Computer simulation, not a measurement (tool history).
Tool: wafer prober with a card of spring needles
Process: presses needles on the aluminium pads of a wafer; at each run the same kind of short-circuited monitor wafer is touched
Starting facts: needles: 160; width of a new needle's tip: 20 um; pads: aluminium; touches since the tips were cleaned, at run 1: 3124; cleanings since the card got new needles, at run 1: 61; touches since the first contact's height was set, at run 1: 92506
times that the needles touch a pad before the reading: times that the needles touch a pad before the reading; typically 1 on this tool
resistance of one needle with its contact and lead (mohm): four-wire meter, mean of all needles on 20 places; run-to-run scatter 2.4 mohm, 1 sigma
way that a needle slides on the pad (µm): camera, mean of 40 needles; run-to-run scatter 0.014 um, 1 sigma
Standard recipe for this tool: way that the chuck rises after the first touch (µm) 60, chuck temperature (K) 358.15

| run | hour | way that the chuck rises after the first touch (µm) | chuck temperature (K) | times that the needles touch a pad before the reading | touches since the tips were cleaned | cleanings since the card got new needles | touches since the first contact's height was set | resistance of one needle with its contact and lead (mohm) | way that a needle slides on the pad (µm) |
|---|---|---|---|---|---|---|---|---|---|
| 1 | 0.0 | 60 | 358.15 | 1 | 3124 | 61 | 92506 | 268 | 14.07 |
|  | 3.7 | tips cleaned on abrasive film |
|  | 12.7 | tips cleaned on abrasive film |
| 2 | 13.2 | 60 | 358.15 | 1 | 333 | 63 | 100296 | 271 | 14.07 |
|  | 21.5 | tips cleaned on abrasive film |
| 3 | 27.0 | 60 | 358.15 | 1 | 3274 | 64 | 108455 | 272 | 14.06 |
|  | 30.2 | tips cleaned on abrasive film |
|  | 39.2 | tips cleaned on abrasive film |
| 4 | 42.4 | 60 | 358.15 | 1 | 1951 | 66 | 117578 | 272 | 14.05 |
|  | 48.0 | tips cleaned on abrasive film |
| 5 | 55.3 | 53 | 358.15 | 1 | 4414 | 67 | 125248 | 278 | 12.39 |
|  | 57.8 | tips cleaned on abrasive film |
|  | 66.6 | tips cleaned on abrasive film |
| 6 | 74.6 | 62 | 376.15 | 1 | 4738 | 69 | 136628 | 280 | 14.50 |
|  | 76.2 | tips cleaned on abrasive film |
|  | 77.3 | height of the first contact set anew |
|  | 85.1 | tips cleaned on abrasive film |
| 7 | 86.0 | 62 | 376.15 | 1 | 496 | 71 | 5131 | 275 | 14.52 |
|  | 94.4 | tips cleaned on abrasive film |
| 8 | 95.0 | 66 | 358.15 | 3 | 351 | 72 | 10451 | 267 | 15.46 |
|  | 103.0 | tips cleaned on abrasive film |
| 9 | 103.6 | 66 | 358.15 | 3 | 361 | 73 | 15573 | 266 | 15.47 |
|  | 112.1 | tips cleaned on abrasive film |
| 10 | 118.3 | 60 | 304.15 | 1 | 3747 | 74 | 24301 | 258 | 14.06 |

Each row is a separate what-if for the run after 10, all from the same tool condition, not one after another. Results?
|  | 121.2 | tips cleaned on abrasive film |
| A | 126.5 | 57 | 330.15 | 2 | 3157 | 75 | 29147 | ? | ? |
|  | 121.2 | tips cleaned on abrasive film |
| B | 126.5 | 43 | 329.15 | 2 | 3157 | 75 | 29147 | ? | ? |
|  | 121.2 | tips cleaned on abrasive film |
| C | 126.5 | 60 | 309.15 | 2 | 3157 | 75 | 29147 | ? | ? |
|  | 121.2 | tips cleaned on abrasive film |
| D | 126.5 | 60 | 335.15 | 3 | 3157 | 75 | 29147 | ? | ? |
|  | 121.2 | tips cleaned on abrasive film |
| E | 126.5 | 43 | 358.15 | 1 | 3157 | 75 | 29147 | ? | ? |

| run | resistance of one needle with its contact and lead (mohm) | way that a needle slides on the pad (µm) |
|---|---|---|
| A | 266 | 13.35 |
| B | 273 | 10.08 |
| C | 257 | 14.07 |
| D | 262 | 14.07 |
| E | 290 | 10.08 |
Stripped of hidden state, with their random variation kept, the same runs would have yielded:
| run | resistance of one needle with its contact and lead (mohm) | way that a needle slides on the pad (µm) |
|---|---|---|
| A | 265 | 13.35 |
| B | 273 | 10.08 |
| C | 257 | 14.07 |
| D | 262 | 14.07 |
| E | 289 | 10.08 |
